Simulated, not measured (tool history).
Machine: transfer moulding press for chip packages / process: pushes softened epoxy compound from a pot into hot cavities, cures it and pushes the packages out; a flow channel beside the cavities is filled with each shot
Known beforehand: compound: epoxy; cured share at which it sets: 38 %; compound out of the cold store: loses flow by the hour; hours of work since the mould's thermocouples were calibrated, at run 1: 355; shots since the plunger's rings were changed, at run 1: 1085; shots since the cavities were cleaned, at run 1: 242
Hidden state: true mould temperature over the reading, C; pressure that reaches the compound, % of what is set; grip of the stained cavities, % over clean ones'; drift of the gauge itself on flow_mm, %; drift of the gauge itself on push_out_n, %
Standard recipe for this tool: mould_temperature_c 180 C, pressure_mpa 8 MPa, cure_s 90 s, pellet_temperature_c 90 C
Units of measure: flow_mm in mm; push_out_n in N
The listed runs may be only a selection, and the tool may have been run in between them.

| run | hour | mould_temperature_c | pressure_mpa | cure_s | pellet_temperature_c | hours of work since the mould's thermocouples were calibrated | shots since the plunger's rings were changed | shots since the cavities were cleaned | incoming compound's hours out of the cold store | flow_mm | push_out_n |
|---|---|---|---|---|---|---|---|---|---|---|---|
| 1 | 0 | 180 | 8 | 90 | 90 | 355 | 1085 | 242 | 22.8 | 609 | 423 |
| 2 | 33.6 | 180 | 8 | 90 | 90 | 379 | 1565 | 722 | 21.1 | 595 | 502 |
|  | 45.2 | cavities cleaned with cleaning compound and waxed |
| 3 | 57.4 | 180 | 8 | 90 | 90 | 395 | 1885 | 174 | 27.7 | 580 | 389 |
| 4 | 90.5 | 180 | 8 | 108 | 90 | 419 | 2359 | 648 | 11.6 | 620 | 375 |
|  | 106.1 | cavities cleaned with cleaning compound and waxed |
| 5 | 110.6 | 183 | 8 | 90 | 90 | 433 | 2624 | 64 | 17.8 | 599 | 306 |
| 6 | 127.7 | 183 | 8 | 90 | 90 | 445 | 2870 | 310 | 44.7 | 537 | 348 |
|  | 163.6 | mould's thermocouples calibrated |
|  | 170.4 | plunger's sealing rings changed |
|  | 171.9 | cavities cleaned with cleaning compound and waxed |
| 7 | 175.5 | 183 | 8 | 90 | 90 | 6 | 52 | 52 | 16.4 | 617 | 308 |
| 8 | 197.5 | 180 | 8 | 94 | 90 | 22 | 367 | 367 | 20.5 | 609 | 416 |
| 9 | 219.2 | 180 | 8 | 94 | 90 | 37 | 677 | 677 | 21.4 | 599 | 452 |
|  | 232.7 | cavities cleaned with cleaning compound and waxed |
| 10 | 256.6 | 180 | 8 | 90 | 90 | 64 | 1191 | 342 | 17 | 615 | 485 |
| 11 | 290.9 | 180 | 8 | 96 | 90 | 88 | 1682 | 833 | 23.6 | 594 | 446 |
|  | 294.9 | cavities cleaned with cleaning compound and waxed |
| 12 | 330.5 | 180 | 8 | 96 | 90 | 116 | 2228 | 510 | 10 | 621 | 443 |
|  | 356.6 | cavities cleaned with cleaning compound and waxed |
| 13 | 363.3 | 180 | 8 | 96 | 90 | 139 | 2675 | 96 | 16.3 | 598 | 337 |
| 14 | 387.6 | 178 | 8.15 | 90 | 90 | 157 | 3023 | 444 | 44.7 | 542 | 505 |
|  | 417.9 | plunger's sealing rings changed |
|  | 422.4 | cavities cleaned with cleaning compound and waxed |
| 15 | 428.7 | 178 | 8.15 | 90 | 90 | 184 | 133 | 90 | 10.6 | 650 | 445 |
| 16 | 469.6 | 178 | 6.23 | 90 | 85 | 213 | 719 | 676 | 23.9 | 540 | 595 |
|  | 482.8 | cavities cleaned with cleaning compound and waxed |
| 17 | 505.6 | 187 | 9.01 | 117 | 90 | 238 | 1212 | 325 | 26.4 | 617 | 286 |
| 18 | 522.6 | 180 | 8 | 78 | 90 | 251 | 1456 | 569 | 17.5 | 619 | 713 |
|  | 543.9 | cavities cleaned with cleaning compound and waxed |
| 19 | 558.6 | 179 | 8 | 128 | 90 | 276 | 1949 | 210 | 38.4 | 559 | 272 |
| 20 | 587.5 | 186 | 9.88 | 90 | 92 | 297 | 2363 | 624 | 40.3 | 608 | 369 |
|  | 606.1 | cavities cleaned with cleaning compound and waxed |
| 21 | 628.2 | 186 | 9.88 | 90 | 92 | 325 | 2925 | 316 | 34.9 | 618 | 324 |
| 22 | 645.4 | 184 | 8.34 | 72 | 90 | 338 | 3170 | 561 | 46.1 | 538 | 644 |
|  | 665.1 | plunger's sealing rings changed |
| 23 | 666 | 176 | 6.67 | 81 | 98 | 351 | 14 | 821 | 25.1 | 553 | 817 |
|  | 669.2 | cavities cleaned with cleaning compound and waxed |
| 24 | 697.5 | 180 | 7.05 | 90 | 90 | 373 | 442 | 404 | 8.1 | 602 | 491 |
|  | 730 | cavities cleaned with cleaning compound and waxed |
| 25 | 730 | 176 | 6.87 | 90 | 90 | 395 | 887 | 0 | 34.9 | 538 | 410 |

Here are 5 independent what-if runs from the current tool condition. What would each one return?
| A | 753.6 | 176 | 8 | 90 | 84 | 412 | 1225 | 338 | 17.3 | ? | ? |
| B | 753.6 | 180 | 8 | 71 | 90 | 412 | 1225 | 338 | 11.9 | ? | ? |
| C | 753.6 | 177 | 6.87 | 90 | 90 | 412 | 1225 | 338 | 12.8 | ? | ? |
| D | 753.6 | 180 | 9.03 | 90 | 90 | 412 | 1225 | 338 | 35.8 | ? | ? |
| E | 753.6 | 176 | 6.9 | 90 | 90 | 412 | 1225 | 338 | 8.8 | ? | ? |

| run | flow_mm | push_out_n |
|---|---|---|
| A | 623 | 603 |
| B | 621 | 848 |
| C | 584 | 585 |
| D | 606 | 456 |
| E | 595 | 617 |
Without the tool's unlogged condition, the same runs would have read:
| run | flow_mm | push_out_n |
|---|---|---|
| A | 636 | 435 |
| B | 634 | 611 |
| C | 596 | 422 |
| D | 618 | 328 |
| E | 607 | 445 |

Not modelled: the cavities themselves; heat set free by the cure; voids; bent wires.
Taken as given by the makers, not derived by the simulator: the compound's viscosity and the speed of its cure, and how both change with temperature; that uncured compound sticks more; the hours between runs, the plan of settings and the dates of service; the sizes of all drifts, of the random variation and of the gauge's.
